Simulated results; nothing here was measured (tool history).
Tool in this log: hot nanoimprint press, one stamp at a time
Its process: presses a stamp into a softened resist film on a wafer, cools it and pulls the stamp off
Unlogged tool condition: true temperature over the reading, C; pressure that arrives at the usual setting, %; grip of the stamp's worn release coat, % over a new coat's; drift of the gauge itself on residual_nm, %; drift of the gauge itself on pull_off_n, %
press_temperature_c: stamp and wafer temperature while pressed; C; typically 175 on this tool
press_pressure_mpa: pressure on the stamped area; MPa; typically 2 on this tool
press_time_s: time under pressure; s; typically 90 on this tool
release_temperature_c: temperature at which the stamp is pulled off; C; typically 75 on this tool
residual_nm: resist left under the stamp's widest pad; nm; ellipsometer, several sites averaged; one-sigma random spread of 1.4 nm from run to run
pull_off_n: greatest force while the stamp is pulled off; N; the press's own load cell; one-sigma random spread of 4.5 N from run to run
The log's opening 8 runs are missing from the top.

run	hour	press_temperature_c	press_pressure_mpa	press_time_s	release_temperature_c	hours of work since the thermocouple was calibrated	imprints on the stamp's release coat	hours of work since the press's seals were changed	residual_nm	pull_off_n
# hour 72.7: plate thermocouple calibrated
9	76.8	180	2	90	75	2	149	124	200.2	238
10	87.1	175	2	90	75	7	176	129	237.2	242
11	94.2	175	2	90	75	10	194	133	235.5	241
12	102.7	175	2.2	90	75	14	216	137	227.7	233
13	111.3	175	2.2	90	75	19	238	141	229.8	241
14	119.5	175	2.2	90	75	23	259	145	227.5	241
15	127.2	175	2	136	75	26	279	148	206.7	236
16	136.6	175	2	136	75	31	303	153	209	239
# hour 141.3: plate thermocouple calibrated, once more
17	146.3	168	2.01	62	74	2	320	156	305	244
18	158	175	2.5	90	75	8	350	162	204.9	243
19	163.9	175	2.5	90	75	11	365	165	204.9	239
20	172.5	168	2.5	73	75	15	387	169	276	245
21	179.9	175	2	90	82	19	406	172	225.4	199
22	186.6	175	2	90	82	22	423	176	225.2	198
23	194.2	175	2	90	82	25	443	179	228	200
24	203.7	175	2	90	82	30	467	184	229.6	200
25	209.1	175	2	90	82	33	481	186	226.9	209
26	217.7	174	2	90	75	37	503	191	235.2	253
27	226.8	174	2	90	75	41	526	195	238.8	253
28	235.2	174	2	90	75	45	548	199	234.2	257
29	239.9	175	2	90	62	47	560	201	228	337
30	248.5	180	2	90	61	52	582	205	193	353

Alternative continuations, all from the tool just after run 30; predict every row:
A	258.4	175	2	90	70	56	607	210	?	?
B	258.4	166	2.62	122	61	56	607	210	?	?
C	258.4	175	2.5	90	75	56	607	210	?	?

run	residual_nm	pull_off_n
A	230	281
B	256	354
C	209.1	255
With no hidden state in the tool, these same runs would have given:
run	residual_nm	pull_off_n
A	225	239
B	250.1	302
C	203.8	217

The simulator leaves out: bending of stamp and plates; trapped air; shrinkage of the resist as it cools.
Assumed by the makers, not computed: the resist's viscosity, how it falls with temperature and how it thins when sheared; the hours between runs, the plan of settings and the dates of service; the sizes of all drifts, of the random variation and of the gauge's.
